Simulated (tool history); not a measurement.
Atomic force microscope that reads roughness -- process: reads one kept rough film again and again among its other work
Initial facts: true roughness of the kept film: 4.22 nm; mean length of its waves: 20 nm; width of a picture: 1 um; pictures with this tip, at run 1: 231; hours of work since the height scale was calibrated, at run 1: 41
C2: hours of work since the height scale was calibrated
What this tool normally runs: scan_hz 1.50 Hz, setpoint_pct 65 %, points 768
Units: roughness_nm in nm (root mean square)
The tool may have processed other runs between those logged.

run 1 hour=0.0 | scan_hz=1.50 setpoint_pct=65 points=768 | pictures_with_this_tip=231 C2=41 | roughness_nm=1.840
-- hour=1.6 new tip fitted
run 2 hour=16.2 | scan_hz=1.50 setpoint_pct=65 points=768 | pictures_with_this_tip=27 C2=49 | roughness_nm=2.566
run 3 hour=25.5 | scan_hz=1.50 setpoint_pct=65 points=768 | pictures_with_this_tip=44 C2=54 | roughness_nm=2.498
run 4 hour=38.7 | scan_hz=1.50 setpoint_pct=65 points=768 | pictures_with_this_tip=69 C2=61 | roughness_nm=2.372
run 5 hour=48.8 | scan_hz=1.50 setpoint_pct=65 points=768 | pictures_with_this_tip=88 C2=67 | roughness_nm=2.276
run 6 hour=56.6 | scan_hz=1.50 setpoint_pct=65 points=768 | pictures_with_this_tip=102 C2=71 | roughness_nm=2.211
run 7 hour=70.0 | scan_hz=1.50 setpoint_pct=65 points=768 | pictures_with_this_tip=127 C2=78 | roughness_nm=2.141
run 8 hour=79.0 | scan_hz=0.98 setpoint_pct=65 points=768 | pictures_with_this_tip=144 C2=83 | roughness_nm=2.111
run 9 hour=91.5 | scan_hz=0.98 setpoint_pct=65 points=768 | pictures_with_this_tip=167 C2=90 | roughness_nm=2.029
run 10 hour=107.4 | scan_hz=0.98 setpoint_pct=65 points=768 | pictures_with_this_tip=196 C2=99 | roughness_nm=1.947
run 11 hour=119.9 | scan_hz=0.98 setpoint_pct=65 points=768 | pictures_with_this_tip=219 C2=106 | roughness_nm=1.877
-- hour=122.5 height scale calibrated on a step standard
-- hour=129.1 new tip fitted
run 12 hour=136.9 | scan_hz=0.98 setpoint_pct=65 points=768 | pictures_with_this_tip=14 C2=8 | roughness_nm=2.756
run 13 hour=145.3 | scan_hz=0.98 setpoint_pct=58 points=480 | pictures_with_this_tip=30 C2=12 | roughness_nm=2.675
run 14 hour=156.1 | scan_hz=0.98 setpoint_pct=58 points=480 | pictures_with_this_tip=50 C2=18 | roughness_nm=2.578
run 15 hour=163.8 | scan_hz=1.74 setpoint_pct=69 points=817 | pictures_with_this_tip=64 C2=22 | roughness_nm=2.360
run 16 hour=176.9 | scan_hz=1.64 setpoint_pct=69 points=605 | pictures_with_this_tip=88 C2=29 | roughness_nm=2.257
run 17 hour=186.7 | scan_hz=1.15 setpoint_pct=65 points=658 | pictures_with_this_tip=106 C2=35 | roughness_nm=2.251
run 18 hour=199.1 | scan_hz=1.15 setpoint_pct=65 points=658 | pictures_with_this_tip=129 C2=41 | roughness_nm=2.154
-- hour=202.5 height scale calibrated on a step standard, once more
run 19 hour=211.6 | scan_hz=1.15 setpoint_pct=65 points=658 | pictures_with_this_tip=151 C2=5 | roughness_nm=2.088
run 20 hour=223.9 | scan_hz=1.05 setpoint_pct=65 points=810 | pictures_with_this_tip=173 C2=12 | roughness_nm=2.007
run 21 hour=232.4 | scan_hz=1.05 setpoint_pct=65 points=810 | pictures_with_this_tip=189 C2=16 | roughness_nm=1.941
run 22 hour=247.7 | scan_hz=1.83 setpoint_pct=65 points=262 | pictures_with_this_tip=218 C2=25 | roughness_nm=1.749
-- hour=256.8 new tip fitted
run 23 hour=263.6 | scan_hz=1.83 setpoint_pct=65 points=728 | pictures_with_this_tip=12 C2=33 | roughness_nm=2.677

Consider 5 possible next runs. They are alternatives, not a sequence: every one starts from the tool as it was left by run 23. What does each give?
run A hour=276.0 | scan_hz=1.50 setpoint_pct=71 points=768 | pictures_with_this_tip=35 C2=40 | roughness_nm=?
run B hour=276.0 | scan_hz=1.83 setpoint_pct=65 points=410 | pictures_with_this_tip=35 C2=40 | roughness_nm=?
run C hour=276.0 | scan_hz=1.83 setpoint_pct=65 points=866 | pictures_with_this_tip=35 C2=40 | roughness_nm=?
run D hour=276.0 | scan_hz=1.83 setpoint_pct=55 points=526 | pictures_with_this_tip=35 C2=40 | roughness_nm=?
run E hour=276.0 | scan_hz=0.91 setpoint_pct=65 points=286 | pictures_with_this_tip=35 C2=40 | roughness_nm=?

run=A roughness_nm=2.532
run=B roughness_nm=2.526
run=C roughness_nm=2.564
run=D roughness_nm=2.627
run=E roughness_nm=2.566
Without the tool's unlogged condition, the same runs would have read:
run=A roughness_nm=2.736
run=B roughness_nm=2.730
run=C roughness_nm=2.771
run=D roughness_nm=2.839
run=E roughness_nm=2.773
